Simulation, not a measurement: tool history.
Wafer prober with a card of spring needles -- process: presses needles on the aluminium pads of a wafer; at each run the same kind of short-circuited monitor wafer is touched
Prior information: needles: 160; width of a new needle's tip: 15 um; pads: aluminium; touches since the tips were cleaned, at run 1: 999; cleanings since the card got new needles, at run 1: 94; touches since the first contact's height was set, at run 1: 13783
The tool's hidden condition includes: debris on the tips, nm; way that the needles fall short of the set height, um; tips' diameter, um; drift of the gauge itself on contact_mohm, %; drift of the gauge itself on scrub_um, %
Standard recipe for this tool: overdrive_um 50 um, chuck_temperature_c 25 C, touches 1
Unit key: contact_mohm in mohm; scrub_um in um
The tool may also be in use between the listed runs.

run	hour	overdrive_um	chuck_temperature_c	touches	touches since the tips were cleaned	cleanings since the card got new needles	touches since the first contact's height was set	contact_mohm	scrub_um
1	0	50	25	1	999	94	13783	265	6.08
# hour 2.9: tips cleaned on abrasive film
# hour 10.1: tips cleaned on abrasive film
# hour 17.3: tips cleaned on abrasive film
# hour 23: tips cleaned on abrasive film
2	24.5	50	25	1	474	98	21566	260	6.1
# hour 28.8: tips cleaned on abrasive film
# hour 36: tips cleaned on abrasive film
# hour 43.2: tips cleaned on abrasive film
# hour 50.3: tips cleaned on abrasive film
# hour 56.7: tips cleaned on abrasive film
3	56.7	31	25	1	0	103	31797	275	3.89
# hour 63.8: tips cleaned on abrasive film
# hour 71: tips cleaned on abrasive film
# hour 78.1: tips cleaned on abrasive film
# hour 85.3: tips cleaned on abrasive film
4	89.4	50	25	1	1320	107	42247	262	6.07
# hour 92.3: tips cleaned on abrasive film
# hour 98.1: tips cleaned on abrasive film
# hour 105.2: tips cleaned on abrasive film
# hour 111: tips cleaned on abrasive film
5	115.8	38	25	1	1553	111	50648	265	4.7
# hour 117.3: tips cleaned on abrasive film
# hour 124.5: tips cleaned on abrasive film
# hour 130.2: tips cleaned on abrasive film
# hour 137.4: tips cleaned on abrasive film
# hour 143.1: tips cleaned on abrasive film
6	144.6	38	41	1	468	116	59791	266	4.67
# hour 150.3: tips cleaned on abrasive film
# hour 157.5: tips cleaned on abrasive film
# hour 164.6: tips cleaned on abrasive film
# hour 170.4: tips cleaned on abrasive film
# hour 176.9: tips cleaned on abrasive film
7	176.9	38	41	1	0	121	70073	271	4.74
# hour 184.1: tips cleaned on abrasive film
# hour 191.3: tips cleaned on abrasive film
# hour 198.4: tips cleaned on abrasive film
# hour 205.6: tips cleaned on abrasive film
8	209.4	50	25	1	1249	125	80452	265	6.02
# hour 212.4: tips cleaned on abrasive film
# hour 219.5: tips cleaned on abrasive film
# hour 225.3: tips cleaned on abrasive film
# hour 232.5: tips cleaned on abrasive film
9	236.8	50	25	1	1393	129	89150	264	6
# hour 238.3: tips cleaned on abrasive film
# hour 245.5: tips cleaned on abrasive film
# hour 252.7: tips cleaned on abrasive film
# hour 259.8: tips cleaned on abrasive film
# hour 267: tips cleaned on abrasive film
10	272.5	50	33	1	1768	134	100519	267	6.1
# hour 274: tips cleaned on abrasive film
# hour 281.1: tips cleaned on abrasive film
# hour 288.3: tips cleaned on abrasive film
# hour 295.5: tips cleaned on abrasive film
# hour 301.2: tips cleaned on abrasive film
# hour 308.4: tips cleaned on abrasive film
# hour 315.6: tips cleaned on abrasive film
# hour 321.3: tips cleaned on abrasive film
11	323.1	50	33	1	587	142	116630	265	5.99
# hour 327.5: tips cleaned on abrasive film
# hour 334.6: tips cleaned on abrasive film
# hour 340.4: tips cleaned on abrasive film
# hour 347.5: tips cleaned on abrasive film
12	349.7	50	33	1	691	146	125082	264	6.34
# hour 354: tips cleaned on abrasive film
# hour 361.2: tips cleaned on abrasive film
# hour 368.3: tips cleaned on abrasive film
# hour 375.5: tips cleaned on abrasive film
# hour 382.7: tips cleaned on abrasive film
# hour 388.4: tips cleaned on abrasive film
13	392	31	42	1	1146	152	138555	271	3.8
# hour 394.9: tips cleaned on abrasive film
# hour 402.1: tips cleaned on abrasive film
# hour 409.2: tips cleaned on abrasive film
# hour 416.4: tips cleaned on abrasive film
# hour 423.6: tips cleaned on abrasive film
14	427.5	56	42	1	1277	157	149875	267	7.08
# hour 430.4: tips cleaned on abrasive film
# hour 437.6: tips cleaned on abrasive film
# hour 444.8: tips cleaned on abrasive film
# hour 450.5: tips cleaned on abrasive film
# hour 457.7: tips cleaned on abrasive film
# hour 463.4: tips cleaned on abrasive film
# hour 470.6: tips cleaned on abrasive film
15	473.1	33	25	1	794	164	164366	270	4.32
# hour 477.4: tips cleaned on abrasive film
# hour 484.6: tips cleaned on abrasive film
# hour 491.7: tips cleaned on abrasive film
# hour 498.9: tips cleaned on abrasive film
# hour 506.1: tips cleaned on abrasive film
# hour 513.2: tips cleaned on abrasive film
# hour 519: tips cleaned on abrasive film
16	519.8	33	25	1	254	171	179230	266	3.85
# hour 525.5: tips cleaned on abrasive film
# hour 532.7: tips cleaned on abrasive film
# hour 539.9: tips cleaned on abrasive film
# hour 547: tips cleaned on abrasive film
# hour 554.2: tips cleaned on abrasive film
# hour 555.9: height of the first contact set anew
# hour 561.7: tips cleaned on abrasive film
# hour 568.8: tips cleaned on abrasive film
17	571.1	49	25	2	740	178	4849	268	6.37
# hour 575.5: tips cleaned on abrasive film
# hour 581.2: tips cleaned on abrasive film
# hour 588.4: tips cleaned on abrasive film
# hour 595.5: tips cleaned on abrasive film
# hour 602.7: tips cleaned on abrasive film
# hour 609.9: tips cleaned on abrasive film
# hour 617: tips cleaned on abrasive film
# hour 624.2: tips cleaned on abrasive film
18	627.3	51	26	1	992	186	22734	268	6.42
# hour 630.2: tips cleaned on abrasive film
# hour 637.4: tips cleaned on abrasive film
# hour 643.1: tips cleaned on abrasive film
# hour 650.3: tips cleaned on abrasive film
# hour 656: tips cleaned on abrasive film
# hour 663.2: tips cleaned on abrasive film
19	667.4	50	115	3	1374	192	35521	290	6.26
# hour 670.3: tips cleaned on abrasive film
# hour 676: tips cleaned on abrasive film
# hour 683.2: tips cleaned on abrasive film
# hour 688.9: tips cleaned on abrasive film
# hour 696.1: tips cleaned on abrasive film
# hour 701.8: tips cleaned on abrasive film
# hour 709: tips cleaned on abrasive film
# hour 714.8: tips cleaned on abrasive film
20	719.8	50	115	3	1612	200	52163	285	6.23
# hour 721.3: tips cleaned on abrasive film
# hour 728.4: tips cleaned on abrasive film
# hour 735.6: tips cleaned on abrasive film
# hour 742.8: tips cleaned on abrasive film
# hour 748.5: tips cleaned on abrasive film
# hour 755.7: tips cleaned on abrasive film
21	760.6	50	115	3	1576	206	65153	290	6.29
# hour 762.1: tips cleaned on abrasive film
# hour 767.8: tips cleaned on abrasive film
# hour 775: tips cleaned on abrasive film
# hour 782.2: tips cleaned on abrasive film
22	785.5	48	32	1	1086	210	73089	269	5.84
# hour 788.4: tips cleaned on abrasive film
# hour 795.6: tips cleaned on abrasive film
# hour 801.4: tips cleaned on abrasive film
# hour 808.5: tips cleaned on abrasive film
# hour 814.3: tips cleaned on abrasive film
# hour 821.4: tips cleaned on abrasive film
# hour 827.2: tips cleaned on abrasive film
# hour 834.4: tips cleaned on abrasive film
23	836.1	33	25	1	552	218	89163	271	3.93

What if the next run were any one of these 3? Each begins from the tool's condition after run 23:
# hour 840.4: tips cleaned on abrasive film
# hour 847.6: tips cleaned on abrasive film
# hour 854.7: tips cleaned on abrasive film
# hour 860.5: tips cleaned on abrasive film
A	862.2	33	88	2	550	222	97472	?	?
# hour 840.4: tips cleaned on abrasive film
# hour 847.6: tips cleaned on abrasive film
# hour 854.7: tips cleaned on abrasive film
# hour 860.5: tips cleaned on abrasive film
B	862.2	31	116	1	550	222	97472	?	?
# hour 840.4: tips cleaned on abrasive film
# hour 847.6: tips cleaned on abrasive film
# hour 854.7: tips cleaned on abrasive film
# hour 860.5: tips cleaned on abrasive film
C	862.2	33	80	1	550	222	97472	?	?

run	contact_mohm	scrub_um
A	285	4.21
B	294	3.82
C	281	4.1
The same runs, with their run-to-run variation unchanged, on a tool lacking any hidden condition would have given:
run	contact_mohm	scrub_um
A	285	4.22
B	294	3.82
C	281	4.11
